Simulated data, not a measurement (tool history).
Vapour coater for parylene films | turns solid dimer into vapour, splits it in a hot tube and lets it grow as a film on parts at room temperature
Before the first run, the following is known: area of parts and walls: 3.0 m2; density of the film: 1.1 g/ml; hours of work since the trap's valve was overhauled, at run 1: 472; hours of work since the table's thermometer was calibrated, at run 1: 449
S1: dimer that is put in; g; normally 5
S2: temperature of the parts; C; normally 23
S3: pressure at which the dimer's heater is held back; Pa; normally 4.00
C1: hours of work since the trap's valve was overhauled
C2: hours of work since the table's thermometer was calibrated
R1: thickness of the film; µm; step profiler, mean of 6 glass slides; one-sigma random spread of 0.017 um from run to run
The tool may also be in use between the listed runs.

| run | hour | S1 | S2 | S3 | C1 | C2 | R1 |
|---|---|---|---|---|---|---|---|
| 1 | 0.0 | 5 | 23 | 4.00 | 472 | 449 | 1.14 |
| 2 | 18.4 | 5 | 23 | 4.00 | 485 | 462 | 1.15 |
| 3 | 36.7 | 5 | 23 | 4.00 | 498 | 475 | 1.13 |
| 4 | 52.5 | 5 | 23 | 4.00 | 509 | 486 | 1.11 |
| 5 | 62.9 | 5 | 23 | 4.00 | 516 | 493 | 1.13 |
| 6 | 77.3 | 5 | 23 | 4.00 | 526 | 503 | 1.12 |
| 7 | 93.0 | 5 | 23 | 4.00 | 537 | 514 | 1.14 |
| 8 | 107.0 | 5 | 23 | 4.00 | 547 | 524 | 1.14 |
|  | 124.1 | trap's valve overhauled |
| 9 | 127.2 | 5 | 23 | 4.00 | 2 | 535 | 1.10 |
| 10 | 144.3 | 5 | 23 | 4.00 | 14 | 547 | 1.13 |
| 11 | 156.7 | 5 | 24 | 4.00 | 23 | 556 | 1.07 |
| 12 | 173.8 | 5 | 24 | 4.00 | 35 | 568 | 1.08 |
| 13 | 194.1 | 5 | 24 | 4.00 | 49 | 582 | 1.10 |
| 14 | 210.0 | 5 | 23 | 4.00 | 60 | 593 | 1.12 |
| 15 | 220.0 | 5 | 23 | 4.00 | 67 | 600 | 1.11 |
| 16 | 229.2 | 8 | 29 | 2.65 | 73 | 606 | 1.58 |
| 17 | 238.9 | 4 | 25 | 2.65 | 80 | 613 | 0.92 |
| 18 | 261.2 | 2 | 17 | 4.00 | 96 | 629 | 0.56 |
| 19 | 278.1 | 2 | 17 | 4.00 | 107 | 641 | 0.57 |
| 20 | 291.1 | 5 | 26 | 4.00 | 116 | 650 | 1.04 |
| 21 | 305.2 | 3 | 31 | 2.59 | 126 | 659 | 0.55 |
| 22 | 319.5 | 3 | 26 | 6.11 | 136 | 669 | 0.55 |
| 23 | 337.5 | 3 | 26 | 6.11 | 149 | 682 | 0.54 |
| 24 | 350.7 | 2 | 30 | 4.00 | 158 | 691 | 0.36 |
| 25 | 361.3 | 5 | 17 | 2.61 | 165 | 699 | 1.46 |
| 26 | 372.6 | 5 | 17 | 4.79 | 173 | 706 | 1.36 |
| 27 | 394.0 | 5 | 17 | 4.79 | 188 | 721 | 1.34 |
| 28 | 404.2 | 5 | 25 | 3.77 | 195 | 729 | 1.07 |

4 options for the next run, each taken on its own from the tool as it stands now. Forecast them:
| A | 424.3 | 5 | 23 | 9.87 | 209 | 743 | ? |
| B | 424.3 | 5 | 23 | 9.12 | 209 | 743 | ? |
| C | 424.3 | 5 | 28 | 4.00 | 209 | 743 | ? |
| D | 424.3 | 3 | 25 | 3.71 | 209 | 743 | ? |

| run | R1 |
|---|---|
| A | 0.94 |
| B | 0.96 |
| C | 0.96 |
| D | 0.63 |
What these runs would have given with no unlogged condition in the tool:
| run | R1 |
|---|---|
| A | 0.95 |
| B | 0.96 |
| C | 0.96 |
| D | 0.63 |

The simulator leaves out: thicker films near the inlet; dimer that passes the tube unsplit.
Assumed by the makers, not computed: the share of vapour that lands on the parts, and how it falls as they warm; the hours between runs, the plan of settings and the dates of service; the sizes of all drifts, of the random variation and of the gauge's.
